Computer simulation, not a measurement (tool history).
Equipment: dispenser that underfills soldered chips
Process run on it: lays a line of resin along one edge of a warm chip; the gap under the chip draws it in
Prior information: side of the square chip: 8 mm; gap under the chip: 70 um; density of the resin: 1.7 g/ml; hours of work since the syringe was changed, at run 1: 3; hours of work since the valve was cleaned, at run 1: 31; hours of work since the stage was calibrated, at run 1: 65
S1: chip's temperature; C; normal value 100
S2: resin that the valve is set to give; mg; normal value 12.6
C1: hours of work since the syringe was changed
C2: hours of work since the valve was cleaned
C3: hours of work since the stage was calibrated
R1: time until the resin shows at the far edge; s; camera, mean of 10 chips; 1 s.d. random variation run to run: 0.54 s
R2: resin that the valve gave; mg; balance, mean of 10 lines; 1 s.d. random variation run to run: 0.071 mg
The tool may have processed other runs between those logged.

| run | hour | S1 | S2 | C1 | C2 | C3 | R1 | R2 |
|---|---|---|---|---|---|---|---|---|
| 1 | 0.0 | 100 | 12.6 | 3 | 31 | 65 | 54.7 | 12.39 |
| 2 | 2.7 | 100 | 12.6 | 4 | 33 | 66 | 61.2 | 12.53 |
| 3 | 7.6 | 100 | 12.6 | 8 | 36 | 70 | 77.1 | 12.29 |
|  | 9.0 | new syringe of resin |
| 4 | 10.6 | 100 | 12.6 | 1 | 38 | 71 | 48.1 | 12.38 |
| 5 | 13.4 | 100 | 12.6 | 3 | 40 | 73 | 54.5 | 12.39 |
| 6 | 18.9 | 100 | 12.6 | 6 | 43 | 77 | 69.5 | 12.30 |
|  | 21.9 | new syringe of resin |
| 7 | 22.3 | 100 | 12.6 | 0 | 45 | 79 | 44.5 | 12.27 |
| 8 | 27.4 | 100 | 12.6 | 4 | 49 | 82 | 56.9 | 12.25 |
| 9 | 30.2 | 100 | 12.6 | 5 | 51 | 84 | 63.7 | 12.17 |
|  | 34.6 | new syringe of resin |
| 10 | 35.7 | 100 | 12.6 | 1 | 54 | 88 | 47.7 | 12.28 |
| 11 | 40.4 | 91 | 14.5 | 4 | 57 | 91 | 87.5 | 13.98 |
| 12 | 43.7 | 91 | 14.5 | 6 | 59 | 93 | 102.1 | 13.93 |
|  | 47.5 | new syringe of resin |
| 13 | 49.0 | 91 | 14.5 | 1 | 63 | 96 | 71.3 | 14.05 |
| 14 | 54.3 | 91 | 14.5 | 5 | 66 | 100 | 90.2 | 13.92 |
| 15 | 57.0 | 91 | 14.5 | 6 | 68 | 101 | 102.5 | 13.85 |
| 16 | 59.5 | 86 | 12.2 | 8 | 70 | 103 | 144.7 | 11.67 |
|  | 60.2 | new syringe of resin |
| 17 | 63.9 | 89 | 15.0 | 2 | 72 | 106 | 85.9 | 14.30 |
| 18 | 66.8 | 89 | 15.0 | 4 | 74 | 108 | 97.1 | 14.35 |
| 19 | 70.3 | 89 | 15.0 | 7 | 77 | 110 | 113.5 | 14.33 |
|  | 73.0 | new syringe of resin |
| 20 | 75.9 | 96 | 10.8 | 2 | 80 | 114 | 63.0 | 10.29 |

5 ways to go on from here, each from the tool as it stands after run 20. What would each give?
| A | 80.2 | 95 | 10.8 | 5 | 83 | 116 | ? | ? |
| B | 80.2 | 88 | 10.8 | 5 | 83 | 116 | ? | ? |
| C | 80.2 | 99 | 11.2 | 5 | 83 | 116 | ? | ? |
| D | 80.2 | 114 | 10.8 | 5 | 83 | 116 | ? | ? |
| E | 80.2 | 100 | 11.1 | 5 | 83 | 116 | ? | ? |

| run | R1 | R2 |
|---|---|---|
| A | 78.8 | 10.25 |
| B | 109.5 | 10.20 |
| C | 65.0 | 10.78 |
| D | 35.9 | 10.23 |
| E | 63.7 | 10.54 |
With no hidden state in the tool, these same runs would have given:
| run | R1 | R2 |
|---|---|---|
| A | 57.3 | 10.78 |
| B | 79.8 | 10.73 |
| C | 47.4 | 11.33 |
| D | 26.1 | 10.76 |
| E | 46.3 | 11.08 |

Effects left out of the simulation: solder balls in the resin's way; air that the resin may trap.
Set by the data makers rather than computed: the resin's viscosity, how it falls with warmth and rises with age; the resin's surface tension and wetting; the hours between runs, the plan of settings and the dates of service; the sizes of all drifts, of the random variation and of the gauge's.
